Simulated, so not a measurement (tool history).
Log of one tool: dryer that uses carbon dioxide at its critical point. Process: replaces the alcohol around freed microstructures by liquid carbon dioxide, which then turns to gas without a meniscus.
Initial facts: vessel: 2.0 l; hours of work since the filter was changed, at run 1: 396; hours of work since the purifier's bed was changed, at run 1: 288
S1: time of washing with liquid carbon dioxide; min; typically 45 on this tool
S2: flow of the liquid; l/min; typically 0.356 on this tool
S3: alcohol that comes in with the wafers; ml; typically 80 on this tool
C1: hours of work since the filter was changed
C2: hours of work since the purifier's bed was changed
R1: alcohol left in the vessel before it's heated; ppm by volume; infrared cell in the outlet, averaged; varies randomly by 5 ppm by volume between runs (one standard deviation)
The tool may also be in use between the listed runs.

run 1 day=0.000 | S1=45 S2=0.356 S3=80 | C1=396 C2=288 | R1=127
run 2 day=0.342 | S1=45 S2=0.356 S3=80 | C1=401 C2=294 | R1=113
run 3 day=0.712 | S1=45 S2=0.356 S3=80 | C1=407 C2=300 | R1=128
run 4 day=1.058 | S1=45 S2=0.434 S3=80 | C1=413 C2=305 | R1=83
run 5 day=1.258 | S1=45 S2=0.434 S3=80 | C1=416 C2=308 | R1=91
run 6 day=1.588 | S1=45 S2=0.434 S3=80 | C1=421 C2=313 | R1=95
run 7 day=2.021 | S1=45 S2=0.434 S3=31 | C1=428 C2=320 | R1=72
run 8 day=2.233 | S1=45 S2=0.434 S3=31 | C1=431 C2=323 | R1=80
run 9 day=2.629 | S1=45 S2=0.356 S3=80 | C1=437 C2=330 | R1=129
run 10 day=2.900 | S1=45 S2=0.379 S3=80 | C1=442 C2=334 | R1=103
run 11 day=3.171 | S1=45 S2=0.379 S3=80 | C1=446 C2=338 | R1=108
run 12 day=3.588 | S1=45 S2=0.379 S3=80 | C1=452 C2=345 | R1=120
run 13 day=3.783 | S1=45 S2=0.379 S3=80 | C1=455 C2=348 | R1=115
run 14 day=4.150 | S1=45 S2=0.379 S3=80 | C1=461 C2=353 | R1=118
run 15 day=4.567 | S1=45 S2=0.379 S3=80 | C1=468 C2=360 | R1=114
run 16 day=4.804 | S1=45 S2=0.586 S3=80 | C1=471 C2=364 | R1=79
run 17 day=5.088 | S1=45 S2=0.586 S3=80 | C1=476 C2=368 | R1=74
run 18 day=5.542 | S1=45 S2=0.356 S3=120 | C1=483 C2=375 | R1=171
run 19 day=5.758 | S1=45 S2=0.356 S3=120 | C1=486 C2=379 | R1=175
run 20 day=6.054 | S1=45 S2=0.356 S3=120 | C1=491 C2=383 | R1=158
run 21 day=6.496 | S1=32 S2=0.253 S3=73 | C1=498 C2=390 | R1=1464
run 22 day=6.846 | S1=40 S2=0.356 S3=70 | C1=503 C2=396 | R1=194
run 23 day=7.196 | S1=40 S2=0.576 S3=62 | C1=509 C2=401 | R1=88
run 24 day=7.383 | S1=31 S2=0.356 S3=80 | C1=512 C2=404 | R1=541
run 25 day=7.629 | S1=31 S2=0.356 S3=80 | C1=515 C2=408 | R1=531
run 26 day=7.979 | S1=31 S2=0.260 S3=32 | C1=521 C2=413 | R1=696
-- day=8.171 inlet filter changed
run 27 day=8.388 | S1=33 S2=0.440 S3=28 | C1=3 C2=419 | R1=115
run 28 day=8.717 | S1=45 S2=0.356 S3=108 | C1=9 C2=424 | R1=135
run 29 day=8.925 | S1=28 S2=0.278 S3=24 | C1=12 C2=427 | R1=465
run 30 day=9.138 | S1=28 S2=0.225 S3=24 | C1=15 C2=431 | R1=803
run 31 day=9.367 | S1=28 S2=0.225 S3=24 | C1=19 C2=434 | R1=822
run 32 day=9.592 | S1=45 S2=0.560 S3=80 | C1=22 C2=438 | R1=92
run 33 day=9.912 | S1=45 S2=0.560 S3=80 | C1=27 C2=443 | R1=94
run 34 day=10.167 | S1=45 S2=0.560 S3=80 | C1=31 C2=447 | R1=97

Results per run with the tool's hidden condition removed, run-to-run variation unchanged:
What the log doesn't record here: flow that reaches the vessel past the clogged filter, %; alcohol in the recycled carbon dioxide, ppm; drift of the gauge itself on alcohol_ppm, %.
run=1 R1=47
run=2 R1=32
run=3 R1=45
run=4 R1=15
run=5 R1=21
run=6 R1=22
run=7 R1=4
run=8 R1=9
run=9 R1=38
run=10 R1=18
run=11 R1=21
run=12 R1=32
run=13 R1=24
run=14 R1=29
run=15 R1=24
run=16 R1=6
run=17 R1=0
run=18 R1=55
run=19 R1=57
run=20 R1=42
run=21 R1=1008
run=22 R1=68
run=23 R1=7
run=24 R1=294
run=25 R1=289
run=26 R1=441
run=27 R1=28
run=28 R1=50
run=29 R1=374
run=30 R1=711
run=31 R1=725
run=32 R1=1
run=33 R1=5
run=34 R1=4

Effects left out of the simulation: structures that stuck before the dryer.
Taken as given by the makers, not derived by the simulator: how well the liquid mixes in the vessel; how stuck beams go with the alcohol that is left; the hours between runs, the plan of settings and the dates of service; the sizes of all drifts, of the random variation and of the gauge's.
